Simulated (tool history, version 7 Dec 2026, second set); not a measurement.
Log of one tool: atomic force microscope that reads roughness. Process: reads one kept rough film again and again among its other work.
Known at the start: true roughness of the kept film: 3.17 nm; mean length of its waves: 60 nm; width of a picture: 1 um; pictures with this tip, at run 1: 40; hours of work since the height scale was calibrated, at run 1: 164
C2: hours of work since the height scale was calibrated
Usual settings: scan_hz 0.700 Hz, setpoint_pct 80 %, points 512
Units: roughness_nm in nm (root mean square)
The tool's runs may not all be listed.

run 1 day=0.000 | scan_hz=0.700 setpoint_pct=80 points=512 | pictures_with_this_tip=40 C2=164 | roughness_nm=2.979
run 2 day=1.825 | scan_hz=0.700 setpoint_pct=80 points=512 | pictures_with_this_tip=78 C2=183 | roughness_nm=2.942
run 3 day=3.817 | scan_hz=0.700 setpoint_pct=60 points=512 | pictures_with_this_tip=119 C2=204 | roughness_nm=3.007
run 4 day=6.062 | scan_hz=0.700 setpoint_pct=80 points=512 | pictures_with_this_tip=165 C2=228 | roughness_nm=2.912
run 5 day=8.392 | scan_hz=0.700 setpoint_pct=80 points=938 | pictures_with_this_tip=212 C2=252 | roughness_nm=2.893
run 6 day=9.554 | scan_hz=0.700 setpoint_pct=80 points=938 | pictures_with_this_tip=236 C2=264 | roughness_nm=2.895
run 7 day=10.867 | scan_hz=0.507 setpoint_pct=80 points=512 | pictures_with_this_tip=263 C2=278 | roughness_nm=2.907
run 8 day=13.400 | scan_hz=0.507 setpoint_pct=80 points=512 | pictures_with_this_tip=315 C2=304 | roughness_nm=2.880
-- day=13.867 new tip fitted
run 9 day=14.858 | scan_hz=0.700 setpoint_pct=63 points=512 | pictures_with_this_tip=21 C2=319 | roughness_nm=3.036
run 10 day=16.754 | scan_hz=0.700 setpoint_pct=63 points=512 | pictures_with_this_tip=60 C2=339 | roughness_nm=3.046
run 11 day=18.288 | scan_hz=0.700 setpoint_pct=63 points=512 | pictures_with_this_tip=91 C2=355 | roughness_nm=3.006
run 12 day=20.417 | scan_hz=0.700 setpoint_pct=87 points=512 | pictures_with_this_tip=135 C2=377 | roughness_nm=2.900
run 13 day=22.421 | scan_hz=0.700 setpoint_pct=78 points=512 | pictures_with_this_tip=176 C2=398 | roughness_nm=2.912
run 14 day=24.958 | scan_hz=0.700 setpoint_pct=78 points=512 | pictures_with_this_tip=228 C2=424 | roughness_nm=2.890
run 15 day=26.796 | scan_hz=0.700 setpoint_pct=78 points=512 | pictures_with_this_tip=266 C2=444 | roughness_nm=2.874
run 16 day=29.329 | scan_hz=0.700 setpoint_pct=78 points=512 | pictures_with_this_tip=318 C2=470 | roughness_nm=2.873
-- day=29.675 new tip fitted
run 17 day=30.579 | scan_hz=0.700 setpoint_pct=80 points=512 | pictures_with_this_tip=19 C2=483 | roughness_nm=2.991
run 18 day=31.708 | scan_hz=0.700 setpoint_pct=80 points=512 | pictures_with_this_tip=42 C2=494 | roughness_nm=2.951
run 19 day=33.358 | scan_hz=0.700 setpoint_pct=80 points=512 | pictures_with_this_tip=76 C2=512 | roughness_nm=2.955
run 20 day=35.896 | scan_hz=0.700 setpoint_pct=83 points=512 | pictures_with_this_tip=128 C2=538 | roughness_nm=2.916
run 21 day=37.408 | scan_hz=0.700 setpoint_pct=80 points=512 | pictures_with_this_tip=159 C2=554 | roughness_nm=2.909
run 22 day=38.988 | scan_hz=0.700 setpoint_pct=80 points=512 | pictures_with_this_tip=191 C2=570 | roughness_nm=2.902
run 23 day=40.558 | scan_hz=0.700 setpoint_pct=59 points=512 | pictures_with_this_tip=224 C2=587 | roughness_nm=2.958
run 24 day=42.975 | scan_hz=0.700 setpoint_pct=59 points=512 | pictures_with_this_tip=273 C2=612 | roughness_nm=2.930
run 25 day=44.996 | scan_hz=0.700 setpoint_pct=73 points=512 | pictures_with_this_tip=315 C2=633 | roughness_nm=2.911
-- day=45.158 height scale calibrated on a step standard
-- day=45.492 new tip fitted
run 26 day=47.188 | scan_hz=0.700 setpoint_pct=73 points=512 | pictures_with_this_tip=35 C2=21 | roughness_nm=3.000
run 27 day=49.096 | scan_hz=1.069 setpoint_pct=73 points=512 | pictures_with_this_tip=74 C2=41 | roughness_nm=2.950
run 28 day=50.758 | scan_hz=2.616 setpoint_pct=80 points=533 | pictures_with_this_tip=109 C2=58 | roughness_nm=2.632
run 29 day=53.112 | scan_hz=2.616 setpoint_pct=80 points=533 | pictures_with_this_tip=157 C2=83 | roughness_nm=2.631
run 30 day=54.933 | scan_hz=2.616 setpoint_pct=80 points=533 | pictures_with_this_tip=194 C2=102 | roughness_nm=2.611
run 31 day=55.967 | scan_hz=2.616 setpoint_pct=80 points=533 | pictures_with_this_tip=215 C2=113 | roughness_nm=2.611
run 32 day=57.967 | scan_hz=2.616 setpoint_pct=80 points=533 | pictures_with_this_tip=256 C2=133 | roughness_nm=2.589
-- day=58.712 height scale calibrated on a step standard, once more
run 33 day=59.275 | scan_hz=2.616 setpoint_pct=80 points=533 | pictures_with_this_tip=282 C2=6 | roughness_nm=2.614
run 34 day=60.738 | scan_hz=0.700 setpoint_pct=80 points=310 | pictures_with_this_tip=312 C2=21 | roughness_nm=2.854
-- day=61.225 new tip fitted
run 35 day=63.008 | scan_hz=0.514 setpoint_pct=85 points=310 | pictures_with_this_tip=37 C2=45 | roughness_nm=2.973
run 36 day=65.267 | scan_hz=1.866 setpoint_pct=78 points=789 | pictures_with_this_tip=83 C2=68 | roughness_nm=2.794
run 37 day=66.817 | scan_hz=0.667 setpoint_pct=61 points=318 | pictures_with_this_tip=115 C2=84 | roughness_nm=3.046
run 38 day=68.917 | scan_hz=0.554 setpoint_pct=61 points=343 | pictures_with_this_tip=158 C2=106 | roughness_nm=3.030
run 39 day=70.492 | scan_hz=1.488 setpoint_pct=72 points=732 | pictures_with_this_tip=190 C2=123 | roughness_nm=2.838
run 40 day=73.008 | scan_hz=1.797 setpoint_pct=60 points=839 | pictures_with_this_tip=242 C2=149 | roughness_nm=2.931
run 41 day=74.567 | scan_hz=0.862 setpoint_pct=80 points=396 | pictures_with_this_tip=274 C2=165 | roughness_nm=2.848
run 42 day=76.129 | scan_hz=0.862 setpoint_pct=55 points=951 | pictures_with_this_tip=306 C2=181 | roughness_nm=2.969
-- day=76.971 new tip fitted
run 43 day=78.329 | scan_hz=1.323 setpoint_pct=55 points=283 | pictures_with_this_tip=27 C2=204 | roughness_nm=3.037
run 44 day=80.817 | scan_hz=1.189 setpoint_pct=84 points=848 | pictures_with_this_tip=79 C2=230 | roughness_nm=2.854
run 45 day=82.038 | scan_hz=0.700 setpoint_pct=78 points=366 | pictures_with_this_tip=104 C2=243 | roughness_nm=2.980
run 46 day=83.812 | scan_hz=1.454 setpoint_pct=56 points=512 | pictures_with_this_tip=140 C2=261 | roughness_nm=2.988
run 47 day=86.129 | scan_hz=1.454 setpoint_pct=56 points=512 | pictures_with_this_tip=187 C2=285 | roughness_nm=2.971
run 48 day=88.571 | scan_hz=2.433 setpoint_pct=77 points=974 | pictures_with_this_tip=238 C2=311 | roughness_nm=2.689
run 49 day=89.942 | scan_hz=2.433 setpoint_pct=77 points=974 | pictures_with_this_tip=266 C2=325 | roughness_nm=2.686
run 50 day=92.262 | scan_hz=2.433 setpoint_pct=77 points=974 | pictures_with_this_tip=313 C2=349 | roughness_nm=2.643
-- day=92.767 new tip fitted
run 51 day=94.388 | scan_hz=2.433 setpoint_pct=77 points=974 | pictures_with_this_tip=34 C2=371 | roughness_nm=2.744
run 52 day=96.092 | scan_hz=2.433 setpoint_pct=83 points=759 | pictures_with_this_tip=69 C2=389 | roughness_nm=2.637
run 53 day=98.146 | scan_hz=2.433 setpoint_pct=83 points=759 | pictures_with_this_tip=111 C2=411 | roughness_nm=2.608

The same runs without the tool's hidden state, with the same run-to-run variation:
The hidden state here: radius of the tip, nm; height scale over the true one, %; drift of the gauge itself on roughness_nm, %.
run=1 roughness_nm=3.006
run=2 roughness_nm=2.983
run=3 roughness_nm=3.064
run=4 roughness_nm=2.984
run=5 roughness_nm=2.982
run=6 roughness_nm=2.994
run=7 roughness_nm=3.016
run=8 roughness_nm=3.007
run=9 roughness_nm=3.056
run=10 roughness_nm=3.081
run=11 roughness_nm=3.052
run=12 roughness_nm=2.960
run=13 roughness_nm=2.986
run=14 roughness_nm=2.985
run=15 roughness_nm=2.982
run=16 roughness_nm=2.999
run=17 roughness_nm=3.008
run=18 roughness_nm=2.976
run=19 roughness_nm=2.992
run=20 roughness_nm=2.972
run=21 roughness_nm=2.976
run=22 roughness_nm=2.981
run=23 roughness_nm=3.050
run=24 roughness_nm=3.041
run=25 roughness_nm=3.037
run=26 roughness_nm=3.031
run=27 roughness_nm=2.995
run=28 roughness_nm=2.683
run=29 roughness_nm=2.698
run=30 roughness_nm=2.690
run=31 roughness_nm=2.695
run=32 roughness_nm=2.687
run=33 roughness_nm=2.706
run=34 roughness_nm=2.965
run=35 roughness_nm=2.988
run=36 roughness_nm=2.824
run=37 roughness_nm=3.091
run=38 roughness_nm=3.093
run=39 roughness_nm=2.907
run=40 roughness_nm=3.023
run=41 roughness_nm=2.948
run=42 roughness_nm=3.086
run=43 roughness_nm=3.048
run=44 roughness_nm=2.883
run=45 roughness_nm=3.020
run=46 roughness_nm=3.044
run=47 roughness_nm=3.044
run=48 roughness_nm=2.773
run=49 roughness_nm=2.779
run=50 roughness_nm=2.751
run=51 roughness_nm=2.760
run=52 roughness_nm=2.664
run=53 roughness_nm=2.648
